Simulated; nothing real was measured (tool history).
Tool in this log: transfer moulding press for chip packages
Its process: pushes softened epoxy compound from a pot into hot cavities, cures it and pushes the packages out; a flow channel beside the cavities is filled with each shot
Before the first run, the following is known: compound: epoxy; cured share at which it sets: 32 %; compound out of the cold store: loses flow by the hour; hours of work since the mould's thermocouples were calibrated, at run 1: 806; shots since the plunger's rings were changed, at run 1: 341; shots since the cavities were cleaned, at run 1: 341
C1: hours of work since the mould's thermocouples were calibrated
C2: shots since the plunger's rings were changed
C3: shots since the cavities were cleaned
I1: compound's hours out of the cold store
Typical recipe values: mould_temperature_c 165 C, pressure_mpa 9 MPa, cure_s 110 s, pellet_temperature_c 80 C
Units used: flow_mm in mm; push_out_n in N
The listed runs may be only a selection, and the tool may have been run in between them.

Run 1, hour 0: usual settings; C1 806; C2 341; C3 341; I1 13.1. Result: flow_mm 595 mm, push_out_n 377 N.
At hour 38.5: cavities cleaned with cleaning compound and waxed.
Run 2, hour 41.8: usual settings; C1 836; C2 838; C3 40; I1 39.3. Result: flow_mm 551 mm, push_out_n 584 N.
At hour 48.4: mould's thermocouples calibrated.
Run 3, hour 100.9: usual settings; C1 39; C2 1542; C3 744; I1 42.1. Result: flow_mm 547 mm, push_out_n 595 N.
At hour 107.2: cavities cleaned with cleaning compound and waxed.
At hour 172.6: cavities cleaned with cleaning compound and waxed.
Run 4, hour 179.6: usual settings; C1 95; C2 2475; C3 86; I1 17.1. Result: flow_mm 582 mm, push_out_n 297 N.
Run 5, hour 226.8: usual settings; C1 130; C2 3058; C3 669; I1 46. Result: flow_mm 536 mm, push_out_n 457 N.
At hour 242.1: cavities cleaned with cleaning compound and waxed.
At hour 310.9: cavities cleaned with cleaning compound and waxed.
Run 6, hour 318.2: usual settings but pellet_temperature_c 83 C; C1 196; C2 4147; C3 90; I1 20.5. Result: flow_mm 568 mm, push_out_n 306 N.
At hour 380.3: cavities cleaned with cleaning compound and waxed.
Run 7, hour 380.3: usual settings but pellet_temperature_c 83 C; C1 241; C2 4894; C3 0; I1 47.9. Result: flow_mm 527 mm, push_out_n 233 N.
Run 8, hour 424.9: usual settings but pressure_mpa 9.55 MPa; C1 274; C2 5444; C3 550; I1 27.4. Result: flow_mm 573 mm, push_out_n 449 N.
At hour 451.4: cavities cleaned with cleaning compound and waxed.
At hour 461.7: plunger's sealing rings changed.
At hour 467.4: cavities cleaned with cleaning compound and waxed, once more.
Run 9, hour 501.1: usual settings but pressure_mpa 9.55 MPa; C1 327; C2 468; C3 416; I1 10.5. Result: flow_mm 618 mm, push_out_n 428 N.
At hour 533.7: cavities cleaned with cleaning compound and waxed.
Run 10, hour 583.5: usual settings but pressure_mpa 9.55 MPa; C1 387; C2 1465; C3 614; I1 34.2. Result: flow_mm 578 mm, push_out_n 449 N.
At hour 598.9: cavities cleaned with cleaning compound and waxed.
Run 11, hour 649.7: usual settings; C1 435; C2 2263; C3 627; I1 21.3. Result: flow_mm 574 mm, push_out_n 469 N.
At hour 664.6: cavities cleaned with cleaning compound and waxed.
Run 12, hour 696.1: usual settings; C1 468; C2 2816; C3 388; I1 16.4. Result: flow_mm 578 mm, push_out_n 384 N.
At hour 735: cavities cleaned with cleaning compound and waxed.
Run 13, hour 786.7: usual settings; C1 534; C2 3915; C3 638; I1 36.5. Result: flow_mm 543 mm, push_out_n 451 N.
At hour 803.3: cavities cleaned with cleaning compound and waxed.
Run 14, hour 844.1: usual settings but pressure_mpa 10.88 MPa, pellet_temperature_c 84 C; C1 576; C2 4604; C3 503; I1 8. Result: flow_mm 638 mm, push_out_n 434 N.
At hour 870.9: cavities cleaned with cleaning compound and waxed.
Run 15, hour 910.2: usual settings but pressure_mpa 10.88 MPa, cure_s 142 s, pellet_temperature_c 78 C; C1 624; C2 5400; C3 484; I1 39.5. Result: flow_mm 587 mm, push_out_n 329 N.
At hour 938.5: cavities cleaned with cleaning compound and waxed.
At hour 951.3: plunger's sealing rings changed.
Run 16, hour 985.6: usual settings but mould_temperature_c 162 C, pressure_mpa 7.6 MPa, cure_s 102 s, pellet_temperature_c 85 C; C1 677; C2 424; C3 550; I1 18. Result: flow_mm 544 mm, push_out_n 636 N.
At hour 1009.5: cavities cleaned with cleaning compound and waxed.
Run 17, hour 1067.5: usual settings but mould_temperature_c 162 C, pressure_mpa 7.6 MPa, cure_s 102 s, pellet_temperature_c 85 C; C1 737; C2 1415; C3 716; I1 16.7. Result: flow_mm 548 mm, push_out_n 656 N.
At hour 1075.9: cavities cleaned with cleaning compound and waxed.
Run 18, hour 1120.5: usual settings but mould_temperature_c 164 C, pellet_temperature_c 85 C; C1 775; C2 2050; C3 550; I1 14.7. Result: flow_mm 583 mm, push_out_n 436 N.
At hour 1142.2: cavities cleaned with cleaning compound and waxed.
Run 19, hour 1163.3: usual settings but mould_temperature_c 161 C, cure_s 109 s, pellet_temperature_c 85 C; C1 806; C2 2559; C3 261; I1 27. Result: flow_mm 577 mm, push_out_n 449 N.
At hour 1211.5: mould's thermocouples calibrated.
At hour 1213: cavities cleaned with cleaning compound and waxed.
Run 20, hour 1237.2: usual settings but mould_temperature_c 169 C, cure_s 129 s; C1 18; C2 3427; C3 298; I1 9.2. Result: flow_mm 582 mm, push_out_n 278 N.
At hour 1284.3: cavities cleaned with cleaning compound and waxed.
Run 21, hour 1328.6: usual settings but mould_temperature_c 160 C; C1 85; C2 4535; C3 546; I1 20.2. Result: flow_mm 581 mm, push_out_n 664 N.
At hour 1354.1: cavities cleaned with cleaning compound and waxed.
Run 22, hour 1375: usual settings but mould_temperature_c 159 C, pressure_mpa 9.22 MPa, cure_s 106 s; C1 118; C2 5089; C3 258; I1 8.6. Result: flow_mm 605 mm, push_out_n 658 N.
At hour 1421.5: cavities cleaned with cleaning compound and waxed.
At hour 1443.1: plunger's sealing rings changed.
Run 23, hour 1453.2: usual settings but mould_temperature_c 170 C, pressure_mpa 9.22 MPa, cure_s 106 s; C1 173; C2 125; C3 361; I1 22.3. Result: flow_mm 580 mm, push_out_n 331 N.
At hour 1491.8: cavities cleaned with cleaning compound and waxed.
Run 24, hour 1500.3: usual settings but mould_temperature_c 162 C, pressure_mpa 8.94 MPa, cure_s 106 s; C1 207; C2 687; C3 105; I1 32.7. Result: flow_mm 572 mm, push_out_n 389 N.
At hour 1562.4: cavities cleaned with cleaning compound and waxed.
Run 25, hour 1580.7: usual settings but mould_temperature_c 172 C, pressure_mpa 9.76 MPa, cure_s 128 s, pellet_temperature_c 86 C; C1 266; C2 1659; C3 226; I1 21.4. Result: flow_mm 585 mm, push_out_n 248 N.
Run 26, hour 1624.9: usual settings but mould_temperature_c 172 C, pressure_mpa 9.76 MPa, cure_s 128 s, pellet_temperature_c 86 C; C1 299; C2 2204; C3 771; I1 8.1. Result: flow_mm 605 mm, push_out_n 354 N.

Some steps in flow_mm, run to run, broken into two amounts with sign: the step expected even without the hidden condition (settings, incoming material, random variation), and the rest, left for the hidden condition together with whatever gauge scatter is not in both the measured and the hidden-condition-free result:
Hidden state present: true mould temperature over the reading, C; pressure that reaches the compound, % of what is set; grip of the stained cavities, % over clean ones'; drift of the gauge itself on flow_mm, %; drift of the gauge itself on push_out_n, %.
Run 13 -> 14: pressure_mpa 9 -> 10.88, pellet_temperature_c 80 -> 84, cavities cleaned with cleaning compound and waxed. flow_mm +95 mm: hidden state -7, all else +102.
Run 14 -> 15: cure_s 110 -> 142, pellet_temperature_c 84 -> 78, cavities cleaned with cleaning compound and waxed. flow_mm -51 mm: hidden state -2, all else -49.
Run 15 -> 16: mould_temperature_c 165 -> 162, pressure_mpa 10.88 -> 7.6, cure_s 142 -> 102, pellet_temperature_c 78 -> 85, cavities cleaned with cleaning compound and waxed, plunger's sealing rings changed. flow_mm -43 mm: hidden state +24, all else -67.
Run 22 -> 23: mould_temperature_c 159 -> 170, cavities cleaned with cleaning compound and waxed, plunger's sealing rings changed. flow_mm -25 mm: hidden state +22, all else -47.
